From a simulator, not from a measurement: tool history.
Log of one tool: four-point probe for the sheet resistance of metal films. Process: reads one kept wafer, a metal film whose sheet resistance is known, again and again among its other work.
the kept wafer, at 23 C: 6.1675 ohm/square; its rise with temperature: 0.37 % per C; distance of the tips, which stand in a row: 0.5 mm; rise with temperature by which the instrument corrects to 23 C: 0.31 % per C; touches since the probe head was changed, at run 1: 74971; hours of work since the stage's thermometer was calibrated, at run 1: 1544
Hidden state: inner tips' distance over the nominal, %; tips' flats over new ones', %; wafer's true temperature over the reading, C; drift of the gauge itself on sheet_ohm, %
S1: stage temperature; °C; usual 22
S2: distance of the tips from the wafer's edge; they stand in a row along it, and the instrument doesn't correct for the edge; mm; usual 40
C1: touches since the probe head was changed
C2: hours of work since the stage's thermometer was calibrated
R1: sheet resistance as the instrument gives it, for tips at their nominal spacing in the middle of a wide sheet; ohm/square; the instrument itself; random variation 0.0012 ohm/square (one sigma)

run	hour	S1	S2	C1	C2	R1
1	0	22	40	74971	1544	6.180709
2	31.8	22	57	76335	1568	6.178556
3	98.2	29	57	79179	1617	6.201782
4	135	29	57	80753	1644	6.201653
5	191.3	29	57	83166	1686	6.204856
6	251.1	29	57	85728	1730	6.20347
7	325.1	29	57	88901	1785	6.203253
8	374.2	22	40	91005	1822	6.185078
9	439.9	22	40	93819	1871	6.183451
10	515	22	40	97034	1926	6.18492
11	578.4	22	53	99750	1973	6.185345
# hour 586.2: stage's thermometer calibrated
12	641	22	40	102414	41	6.199953
13	712.4	22	40	105472	94	6.202489
14	771	22	40	107982	137	6.20277
15	816.3	24	40	109921	171	6.211981
16	879.4	24	40	112627	218	6.209276
17	921.1	24	40	114413	249	6.212888
18	986.6	22	52	117219	297	6.203532
19	1060.6	22	40	120388	352	6.205685
20	1130.4	26	39	123382	404	6.218104
21	1176.2	26	39	125342	438	6.219691
22	1224.1	24	4	127397	473	6.263787
23	1258.1	22	36	128852	499	6.207873
24	1298	22	36	130561	528	6.210413
25	1348.4	28	6	132722	566	6.25224
26	1392.6	33	40	134615	598	6.243568
27	1426.3	35	15	136059	623	6.253307
28	1481.6	19	4	138427	664	6.250547
29	1553.7	32	4	141515	718	6.293264
30	1630.5	32	4	144808	775	6.295127
31	1705.6	28	5	148025	831	6.263492
32	1737.6	28	5	149393	854	6.266788
33	1778.9	25	10	151164	885	6.228557
34	1818.5	25	10	152859	914	6.230846
35	1893.5	25	10	156074	970	6.23348
36	1972.2	25	10	159448	1028	6.231465
37	2029.9	25	10	161918	1071	6.234684
38	2093.2	25	10	164629	1118	6.236034

Measured less the same run without the tool's hidden state. The same run-to-run variation is in both; the gauge's scatter may not be:
run	R1
1	+0.013985
2	+0.014326
3	+0.015428
4	+0.015748
5	+0.016343
6	+0.016986
7	+0.017752
8	+0.017891
9	+0.018594
10	+0.019375
11	+0.019954
12	+0.036841
13	+0.037623
14	+0.038236
15	+0.038716
16	+0.03931
17	+0.039825
18	+0.040367
19	+0.041115
20	+0.042008
21	+0.042436
22	+0.043131
23	+0.043154
24	+0.043579
25	+0.044441
26	+0.04495
27	+0.04539
28	+0.045543
29	+0.046922
30	+0.047825
31	+0.04823
32	+0.04863
33	+0.048731
34	+0.049101
35	+0.049981
36	+0.050776
37	+0.051407
38	+0.052033

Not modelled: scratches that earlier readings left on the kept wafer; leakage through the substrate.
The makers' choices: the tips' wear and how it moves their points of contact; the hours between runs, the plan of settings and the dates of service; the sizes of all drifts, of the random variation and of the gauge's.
